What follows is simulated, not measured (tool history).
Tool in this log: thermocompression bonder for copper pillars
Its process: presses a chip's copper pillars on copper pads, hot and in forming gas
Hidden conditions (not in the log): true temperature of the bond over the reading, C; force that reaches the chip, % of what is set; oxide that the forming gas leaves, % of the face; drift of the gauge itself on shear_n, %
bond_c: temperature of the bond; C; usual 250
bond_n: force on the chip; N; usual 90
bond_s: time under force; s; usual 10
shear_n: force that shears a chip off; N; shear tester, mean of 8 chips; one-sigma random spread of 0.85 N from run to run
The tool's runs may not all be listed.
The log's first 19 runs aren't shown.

run,hour,bond_c,bond_n,bond_s,hours of work since the heater was calibrated,hours of work since the force cell was calibrated,hours of work since the gas filter was changed,shear_n
20,166.8,230,90,10,546,251,398,56.7
21,176.2,268,96,13,553,257,405,93.7
22,190.1,232,65,10,562,266,414,46.4
23,198.5,232,65,10,567,271,419,44.9
24,204.5,268,70,18,571,275,423,87.9
25,216.2,250,61,10,579,283,431,56.1
26,224,250,61,10,584,288,436,54.8
27,231.1,268,65,7,589,293,441,64.9
28,242.6,265,73,28,597,301,449,95

Run 29 comes next. What will it give?
29,252.7,265,73,28,603,307,455,?

Run 29 produced shear_n 94.9 N.
Without the tool's hidden state the same run would have given shear_n 92.8 N.
